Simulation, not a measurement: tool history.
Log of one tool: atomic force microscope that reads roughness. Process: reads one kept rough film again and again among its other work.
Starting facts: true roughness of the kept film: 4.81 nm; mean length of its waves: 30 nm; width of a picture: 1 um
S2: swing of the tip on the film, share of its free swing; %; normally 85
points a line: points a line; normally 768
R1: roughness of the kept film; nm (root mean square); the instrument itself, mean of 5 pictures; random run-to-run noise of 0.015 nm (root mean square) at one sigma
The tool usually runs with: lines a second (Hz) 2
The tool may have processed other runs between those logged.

Run 1, hour 0: usual settings. Result: R1 3.443 nm (root mean square).
Run 2, hour 32.9: usual settings. Result: R1 3.404 nm (root mean square).
Run 3, hour 61.1: usual settings but S2 65 %. Result: R1 3.762 nm (root mean square).
Run 4, hour 91.2: usual settings. Result: R1 3.294 nm (root mean square).
At hour 106.1: new tip fitted.
Run 5, hour 130: usual settings. Result: R1 3.612 nm (root mean square).
Run 6, hour 162.3: usual settings. Result: R1 3.519 nm (root mean square).
At hour 165.6: height scale calibrated on a step standard.
Run 7, hour 203: usual settings. Result: R1 3.453 nm (root mean square).
At hour 232.7: height scale calibrated on a step standard, once more.
Run 8, hour 236.9: usual settings but lines a second (Hz) 0.53, S2 60 %, points a line 725. Result: R1 4.002 nm (root mean square).
Run 9, hour 278.7: usual settings but lines a second (Hz) 0.53, S2 60 %, points a line 725. Result: R1 3.932 nm (root mean square).
At hour 304.6: new tip fitted.
Run 10, hour 312.8: usual settings but lines a second (Hz) 0.74, S2 81 %, points a line 654. Result: R1 4.03 nm (root mean square).

Forecast each of these 3 alternatives for the next run:
Run A, hour 335.3: usual settings but lines a second (Hz) 1.12. Result: R1 ?.
Run B, hour 335.3: usual settings but lines a second (Hz) 3.32, S2 59 %, points a line 626. Result: R1 ?.
Run C, hour 335.3: usual settings but lines a second (Hz) 0.74, S2 81 %, points a line 466. Result: R1 ?.

run     R1
  A   3.83
  B  3.932
  C  4.008
Take away the tool's hidden state, keep each run's random variation, and the runs would have read:
run     R1
  A   3.89
  B  3.994
  C  4.071
